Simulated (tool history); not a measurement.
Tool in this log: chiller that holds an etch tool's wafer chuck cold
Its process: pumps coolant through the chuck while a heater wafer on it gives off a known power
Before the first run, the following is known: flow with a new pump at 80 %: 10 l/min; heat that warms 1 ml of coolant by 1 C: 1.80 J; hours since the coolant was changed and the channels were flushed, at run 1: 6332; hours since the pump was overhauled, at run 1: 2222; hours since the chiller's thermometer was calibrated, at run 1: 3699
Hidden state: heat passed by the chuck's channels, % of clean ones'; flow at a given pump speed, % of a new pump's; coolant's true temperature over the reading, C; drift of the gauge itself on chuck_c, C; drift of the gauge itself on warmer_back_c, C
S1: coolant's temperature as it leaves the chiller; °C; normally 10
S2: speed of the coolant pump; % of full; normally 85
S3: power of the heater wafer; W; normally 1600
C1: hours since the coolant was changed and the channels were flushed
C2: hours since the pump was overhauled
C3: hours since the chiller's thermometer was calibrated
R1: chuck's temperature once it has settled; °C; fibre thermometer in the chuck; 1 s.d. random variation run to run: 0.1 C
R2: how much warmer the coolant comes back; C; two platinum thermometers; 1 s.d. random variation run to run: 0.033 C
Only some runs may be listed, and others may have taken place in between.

run    hour  S1  S2    S3    C1    C2    C3    R1    R2
  1       0  10  85  1600  6332  2222  3699  21.5  4.93
  2      49  10  81  1600  6381  2271  3748  22.2  5.25
  3   123.6  10  81  1600  6456  2346  3823  22.1  5.23
  4   199.8  10  81  1600  6532  2422  3899  22.1  5.25
  5   237.2  10  81  1600  6569  2460  3936    22  5.23
  6   318.2  10  81  1600  6650  2541  4017  22.1  5.26
  7   379.5   1  81  1600  6712  2602  4078  13.2  5.21
  8   436.2  10  64  1600  6768  2658  4135  25.3  6.81
  9   515.2  10  85  1600  6847  2737  4214  21.5  4.94
 10   554.2  10  85  1600  6886  2776  4253  21.5  4.95
 11     623  10  92  1600  6955  2845  4322  20.6   4.5
 12     699   3  99   978  7031  2921  4398   9.1  2.48
 13   743.6  10  68  1600  7076  2966  4443  24.5  6.39
 14   814.9   7  82  1600  7147  3037  4514  19.1  5.07
 15   900.3   9  85   839  7232  3123  4599  14.9  2.48
 16   960.9   9  85   839  7293  3183  4660  14.9  2.55
 17    1053   9  85   839  7385  3275  4752  15.2  2.52
 18  1134.7   9  85   839  7467  3357  4834  15.1  2.48
 19  1172.7   9  66  1374  7505  3395  4872  21.7  5.53

4 ways to go on from here, each from the tool as it stands after run 19. What would each give?
  A  1260.9  16  85  2194  7593  3483  4960   ?   ?
  B  1260.9   7  90  1909  7593  3483  4960   ?   ?
  C  1260.9  10  73  1374  7593  3483  4960   ?   ?
  D  1260.9  10  70  1600  7593  3483  4960   ?   ?

run    R1    R2
  A  31.7  6.74
  B    20  5.45
  C  21.6  4.95
  D  24.1  6.08
With no hidden state in the tool, these same runs would have given:
run    R1    R2
  A  31.6  6.84
  B    20  5.55
  C  21.6  5.05
  D  24.1  6.18

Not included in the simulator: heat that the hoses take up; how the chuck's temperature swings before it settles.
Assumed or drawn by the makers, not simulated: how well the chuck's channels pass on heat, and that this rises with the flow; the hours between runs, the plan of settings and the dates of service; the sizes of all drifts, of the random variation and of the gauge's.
